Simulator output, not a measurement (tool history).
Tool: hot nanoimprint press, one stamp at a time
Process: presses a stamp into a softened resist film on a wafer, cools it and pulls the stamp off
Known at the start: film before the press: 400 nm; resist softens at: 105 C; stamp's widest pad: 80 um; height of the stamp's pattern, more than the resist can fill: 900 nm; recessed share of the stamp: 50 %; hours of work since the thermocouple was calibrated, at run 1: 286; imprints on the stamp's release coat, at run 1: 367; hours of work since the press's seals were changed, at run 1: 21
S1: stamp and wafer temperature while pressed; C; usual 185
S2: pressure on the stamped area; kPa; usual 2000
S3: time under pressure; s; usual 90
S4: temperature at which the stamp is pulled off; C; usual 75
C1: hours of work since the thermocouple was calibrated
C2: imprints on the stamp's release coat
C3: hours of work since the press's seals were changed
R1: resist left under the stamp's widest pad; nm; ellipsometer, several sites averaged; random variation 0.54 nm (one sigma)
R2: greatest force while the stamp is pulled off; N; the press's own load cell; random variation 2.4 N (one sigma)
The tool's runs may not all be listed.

run	hour	S1	S2	S3	S4	C1	C2	C3	R1	R2
1	0	185	2000	90	75	286	367	21	229.1	149
2	17.7	185	2000	90	75	299	476	34	229.4	150
3	34.9	185	2000	90	75	313	581	48	227.9	152
4	49.1	185	2000	90	75	323	668	59	229.4	152
5	69.6	186	2000	90	75	339	793	74	223.2	152
6	95.8	186	2000	90	75	359	954	95	223.1	151
7	122.8	186	2000	149	75	380	1120	115	191.5	153
# hour 142.6: plate thermocouple calibrated
8	149.3	186	2000	149	75	5	1264	134	190.7	153
9	160.6	186	2000	149	75	14	1333	142	192.3	153
10	173.9	185	2000	57	75	24	1415	153	259.5	153
11	192.1	184	2000	90	75	38	1526	167	235.9	154
12	216.4	184	2000	90	75	57	1675	185	235.7	148
13	228.1	184	2000	90	75	66	1747	194	236.2	157
14	240.1	184	2000	90	75	75	1820	204	235.7	149
15	254	185	3010	90	75	86	1906	214	184.6	156
16	266.1	185	3010	90	75	95	1980	224	184.6	151
17	288.4	194	2000	98	61	112	2117	241	173.8	198
18	300.2	175	1420	88	73	122	2189	250	332.3	161
# hour 312.6: stamp cleaned and given a new release coat
19	331	184	1410	129	69	141	113	269	253.1	168
20	349.2	184	1410	129	69	155	224	283	251.7	170
21	364.1	177	2000	121	73	166	316	294	263.8	160
22	390.7	185	2060	90	62	187	479	315	225.5	199
23	406.6	193	2060	90	80	199	576	327	179.7	138
24	426	177	2960	90	80	214	695	342	238.1	140
25	439.3	177	2960	90	80	224	776	352	237.7	138
26	460	177	2960	90	80	240	904	368	238.5	135
27	478.5	185	2550	58	75	254	1017	383	230.5	150
28	493.5	185	2550	58	75	266	1109	394	229.6	156
29	509.9	185	2550	58	75	279	1210	407	230.1	150
30	523.1	178	2600	90	75	289	1290	417	245.4	154

Forecast each of these 3 alternatives for the next run:
A	549.3	185	1230	90	62	309	1451	437	?	?
B	549.3	178	2600	61	75	309	1451	437	?	?
C	549.3	178	2620	62	81	309	1451	437	?	?

run	R1	R2
A	284.1	190
B	272.1	151
C	270.2	134
Without the tool's hidden state the same runs would have given:
run	R1	R2
A	284.4	188
B	272.3	150
C	270.5	133
